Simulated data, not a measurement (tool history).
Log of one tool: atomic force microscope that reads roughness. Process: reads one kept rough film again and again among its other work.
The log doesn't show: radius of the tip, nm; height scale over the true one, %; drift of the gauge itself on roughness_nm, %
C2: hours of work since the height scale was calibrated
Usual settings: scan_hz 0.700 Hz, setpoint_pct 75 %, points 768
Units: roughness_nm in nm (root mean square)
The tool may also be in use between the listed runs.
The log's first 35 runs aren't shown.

run 36 hour=571.9 | scan_hz=2.193 setpoint_pct=74 points=328 | pictures_with_this_tip=206 C2=259 | roughness_nm=2.365
run 37 hour=588.3 | scan_hz=2.193 setpoint_pct=74 points=328 | pictures_with_this_tip=220 C2=266 | roughness_nm=2.357
run 38 hour=599.7 | scan_hz=2.905 setpoint_pct=76 points=620 | pictures_with_this_tip=230 C2=270 | roughness_nm=2.226
run 39 hour=623.1 | scan_hz=0.864 setpoint_pct=87 points=891 | pictures_with_this_tip=250 C2=280 | roughness_nm=2.466
run 40 hour=641.2 | scan_hz=0.541 setpoint_pct=75 points=682 | pictures_with_this_tip=265 C2=288 | roughness_nm=2.683
run 41 hour=661.5 | scan_hz=0.541 setpoint_pct=75 points=682 | pictures_with_this_tip=283 C2=296 | roughness_nm=2.661
run 42 hour=679.1 | scan_hz=0.534 setpoint_pct=82 points=646 | pictures_with_this_tip=298 C2=303 | roughness_nm=2.614
run 43 hour=690.5 | scan_hz=1.585 setpoint_pct=82 points=646 | pictures_with_this_tip=308 C2=308 | roughness_nm=2.346
run 44 hour=705.3 | scan_hz=0.732 setpoint_pct=58 points=750 | pictures_with_this_tip=320 C2=314 | roughness_nm=2.722
run 45 hour=727.6 | scan_hz=0.732 setpoint_pct=58 points=750 | pictures_with_this_tip=340 C2=324 | roughness_nm=2.728
run 46 hour=742.2 | scan_hz=3.167 setpoint_pct=81 points=465 | pictures_with_this_tip=352 C2=330 | roughness_nm=2.056
run 47 hour=761.0 | scan_hz=0.700 setpoint_pct=75 points=621 | pictures_with_this_tip=368 C2=337 | roughness_nm=2.639

Forecast each of these 4 alternatives for the next run:
run A hour=777.1 | scan_hz=0.700 setpoint_pct=58 points=768 | pictures_with_this_tip=382 C2=344 | roughness_nm=?
run B hour=777.1 | scan_hz=1.869 setpoint_pct=76 points=395 | pictures_with_this_tip=382 C2=344 | roughness_nm=?
run C hour=777.1 | scan_hz=1.439 setpoint_pct=67 points=622 | pictures_with_this_tip=382 C2=344 | roughness_nm=?
run D hour=777.1 | scan_hz=0.722 setpoint_pct=75 points=621 | pictures_with_this_tip=382 C2=344 | roughness_nm=?

run=A roughness_nm=2.744
run=B roughness_nm=2.373
run=C roughness_nm=2.596
run=D roughness_nm=2.644
Without the tool's hidden state the same runs would have given:
run=A roughness_nm=2.755
run=B roughness_nm=2.383
run=C roughness_nm=2.607
run=D roughness_nm=2.655
